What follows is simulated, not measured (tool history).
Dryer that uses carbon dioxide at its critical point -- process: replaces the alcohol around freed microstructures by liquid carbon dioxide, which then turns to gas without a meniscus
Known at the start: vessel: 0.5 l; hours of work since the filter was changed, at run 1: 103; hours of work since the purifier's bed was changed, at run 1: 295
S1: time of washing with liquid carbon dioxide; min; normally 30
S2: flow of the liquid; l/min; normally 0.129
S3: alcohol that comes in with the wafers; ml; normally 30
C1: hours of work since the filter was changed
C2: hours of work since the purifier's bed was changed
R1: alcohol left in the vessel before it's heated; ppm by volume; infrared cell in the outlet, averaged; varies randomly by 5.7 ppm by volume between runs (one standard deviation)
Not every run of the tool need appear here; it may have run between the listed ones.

run	hour	S1	S2	S3	C1	C2	R1
1	0.0	30	0.129	30	103	295	279
2	27.4	30	0.090	30	114	306	1372
3	44.4	30	0.090	30	121	312	1341
4	75.9	32	0.129	30	133	325	227
5	102.5	32	0.129	30	143	335	232
6	133.2	37	0.129	30	155	347	127
7	171.0	30	0.145	30	170	362	187
8	197.2	30	0.145	30	180	372	190
9	229.8	30	0.129	30	192	384	342
10	256.6	27	0.129	30	203	395	555
11	288.1	27	0.129	30	215	407	551
12	306.8	24	0.111	47	222	414	2546
13	334.9	20	0.215	43	233	425	286
14	364.5	20	0.215	43	245	437	303
15	384.9	20	0.215	43	253	444	309
16	409.0	24	0.132	40	262	454	1181
17	437.4	24	0.132	40	273	465	1186
18	473.2	24	0.132	40	287	479	1222
19	499.7	24	0.132	40	297	489	1242
20	532.0	30	0.145	30	310	501	261
21	566.0	20	0.080	30	323	515	7406

Branching from run 21: 3 alternative next runs. What would each branch give?
A	587.9	31	0.084	33	331	523	?
B	587.9	47	0.080	21	331	523	?
C	587.9	20	0.217	30	331	523	?

run	R1
A	2247
B	404
C	271
Without the tool's hidden state the same runs would have given:
run	R1
A	1371
B	172
C	93

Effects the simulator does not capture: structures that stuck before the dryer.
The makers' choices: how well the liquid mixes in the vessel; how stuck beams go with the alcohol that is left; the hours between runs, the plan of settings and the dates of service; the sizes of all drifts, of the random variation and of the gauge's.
